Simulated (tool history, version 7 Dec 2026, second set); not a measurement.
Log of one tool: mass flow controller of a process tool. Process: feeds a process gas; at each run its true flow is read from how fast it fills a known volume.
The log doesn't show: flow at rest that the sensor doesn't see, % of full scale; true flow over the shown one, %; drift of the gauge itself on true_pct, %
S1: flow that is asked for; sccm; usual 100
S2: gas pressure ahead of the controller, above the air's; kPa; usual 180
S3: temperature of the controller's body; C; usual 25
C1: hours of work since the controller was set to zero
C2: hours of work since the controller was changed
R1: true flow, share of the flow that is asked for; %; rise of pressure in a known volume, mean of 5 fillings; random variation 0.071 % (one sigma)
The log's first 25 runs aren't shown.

run    hour   S1   S2  S3    C1    C2     R1
 26    5166  117  180  25  4273  4273  99.01
 27  5373.8  117  220  25  4338  4338  99.12
 28  5549.3  117  220  25  4392  4392  99.04
 29  5738.4  100  180  22  4451  4451  98.97
 30  5980.1   79  277  21  4526  4526  99.22
 31  6221.4  133  204  22  4601  4601  99.06
 32  6434.1   86  191  39  4667  4667  98.31
 33    6636   34  214  22  4729  4729  98.82
 34  6820.9   34  214  22  4787  4787  98.76
 35  7052.7   23  150  27  4858  4858  98.35
 36  7192.8   23  150  27  4902  4902   98.4
 37  7445.5   23  150  27  4980  4980  98.46
 38  7700.4  100  202  25  5059  5059  98.65
     7787.4  -- gauge calibrated
 39  7848.5  100  202  25  5105  5105  99.76

Run 40 comes next. What will it give?
 40  8079.8  42  148  36  5177  5177   ?

{"run 40": {"R1": 99.01}}
Without the tool's hidden state the same run would have given R1 99.02 %.

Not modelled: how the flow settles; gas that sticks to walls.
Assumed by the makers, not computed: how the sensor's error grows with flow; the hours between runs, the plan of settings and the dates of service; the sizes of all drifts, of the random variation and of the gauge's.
